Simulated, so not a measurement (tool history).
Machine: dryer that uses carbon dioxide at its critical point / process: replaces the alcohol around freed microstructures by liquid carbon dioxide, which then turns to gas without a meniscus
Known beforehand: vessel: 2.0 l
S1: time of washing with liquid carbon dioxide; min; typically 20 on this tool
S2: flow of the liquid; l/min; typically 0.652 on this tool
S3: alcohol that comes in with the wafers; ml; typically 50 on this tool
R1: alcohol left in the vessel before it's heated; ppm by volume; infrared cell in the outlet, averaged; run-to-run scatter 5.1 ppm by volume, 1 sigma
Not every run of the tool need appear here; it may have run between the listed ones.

Run 1, hour 0.0: usual settings. Result: R1 110 ppm by volume.
Run 2, hour 11.2: usual settings but S3 69 ml. Result: R1 124 ppm by volume.
Run 3, hour 18.1: usual settings but S3 69 ml. Result: R1 148 ppm by volume.
Run 4, hour 30.4: usual settings but S3 69 ml. Result: R1 148 ppm by volume.
Run 5, hour 39.9: usual settings but S1 12 min, S3 69 ml. Result: R1 1112 ppm by volume.
Run 6, hour 48.0: usual settings but S1 12 min, S3 69 ml. Result: R1 1100 ppm by volume.
Run 7, hour 56.1: usual settings but S1 12 min, S3 69 ml. Result: R1 1096 ppm by volume.
Run 8, hour 63.6: usual settings but S1 12 min, S3 69 ml. Result: R1 1122 ppm by volume.
Run 9, hour 69.8: usual settings but S1 15 min, S2 1.043 l/min, S3 23 ml. Result: R1 53 ppm by volume.
Run 10, hour 75.4: usual settings but S1 15 min, S2 1.043 l/min, S3 23 ml. Result: R1 59 ppm by volume.
At hour 85.4: inlet filter changed.
Run 11, hour 88.5: usual settings but S1 15 min, S2 1.043 l/min, S3 23 ml. Result: R1 54 ppm by volume.

Run 12 comes next. What will it give?
Run 12, hour 98.3: usual settings but S1 25 min, S2 0.616 l/min, S3 25 ml. Result: R1 ?.

R1: 55 ppm by volume
Take away the tool's hidden state, keep the run-to-run variation as it was, and the same run would have given R1 15 ppm by volume.
